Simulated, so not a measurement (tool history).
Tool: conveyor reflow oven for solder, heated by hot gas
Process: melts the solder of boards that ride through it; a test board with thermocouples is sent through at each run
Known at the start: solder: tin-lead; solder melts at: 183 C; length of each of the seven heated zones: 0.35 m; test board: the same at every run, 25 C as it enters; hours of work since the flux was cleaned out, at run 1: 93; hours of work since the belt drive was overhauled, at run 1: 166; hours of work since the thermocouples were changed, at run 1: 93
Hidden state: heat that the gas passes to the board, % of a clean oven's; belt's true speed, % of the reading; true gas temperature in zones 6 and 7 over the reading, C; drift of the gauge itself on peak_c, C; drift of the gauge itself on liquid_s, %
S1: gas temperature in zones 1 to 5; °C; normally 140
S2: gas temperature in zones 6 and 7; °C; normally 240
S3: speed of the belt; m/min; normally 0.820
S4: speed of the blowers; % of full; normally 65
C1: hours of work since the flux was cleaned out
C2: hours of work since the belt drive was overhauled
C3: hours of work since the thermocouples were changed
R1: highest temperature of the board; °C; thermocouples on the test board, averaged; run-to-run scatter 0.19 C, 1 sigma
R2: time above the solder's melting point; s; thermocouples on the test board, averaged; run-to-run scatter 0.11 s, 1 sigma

run	day	S1	S2	S3	S4	C1	C2	C3	R1	R2
1	0.000	140	240	0.820	65	93	166	93	218.2	38.8
2	0.304	140	240	0.820	65	97	170	97	218.7	39.0
3	0.654	140	240	0.820	65	101	174	101	218.5	39.2
4	1.050	140	240	0.820	65	106	180	106	218.8	38.8
5	1.454	140	240	0.820	82	112	185	112	223.6	41.8
6	1.633	140	240	0.820	82	114	187	114	223.7	41.8
7	1.858	128	240	0.820	65	117	190	117	216.3	34.8
8	2.142	128	240	0.820	65	121	194	121	216.1	34.7
9	2.383	128	240	0.820	65	124	197	124	215.7	34.6
10	2.654	128	236	0.820	65	127	201	127	212.7	32.7
11	3.075	140	240	0.769	65	133	206	133	221.0	43.0
12	3.379	125	240	0.820	88	137	210	137	222.6	38.0
13	3.675	139	240	0.820	65	141	214	141	218.5	38.4
14	3.896	138	237	0.698	54	143	217	143	217.0	44.7
15	4.088	140	240	0.820	68	146	219	146	219.7	39.2
16	4.438	140	240	0.820	68	150	224	150	219.6	39.5
17	4.642	155	233	0.677	68	153	226	153	221.9	54.9
18	5.017	155	233	0.677	68	158	231	158	222.0	54.9
19	5.300	155	233	0.677	68	162	235	162	221.9	54.6
20	5.650	135	243	0.908	68	166	240	166	216.7	32.9
21	5.854	139	240	0.726	65	169	242	169	222.5	46.4

Predict each of these 3 candidate next runs independently; none follows another, all start after run 21:
A	6.217	140	240	0.665	65	174	247	174	?	?
B	6.217	139	240	0.884	64	174	247	174	?	?
C	6.217	139	234	0.759	54	174	247	174	?	?

run	R1	R2
A	225.4	52.5
B	215.0	33.8
C	211.9	37.6
Without the tool's unlogged condition, the same runs would have read:
run	R1	R2
A	225.4	52.5
B	215.0	33.8
C	211.9	37.6
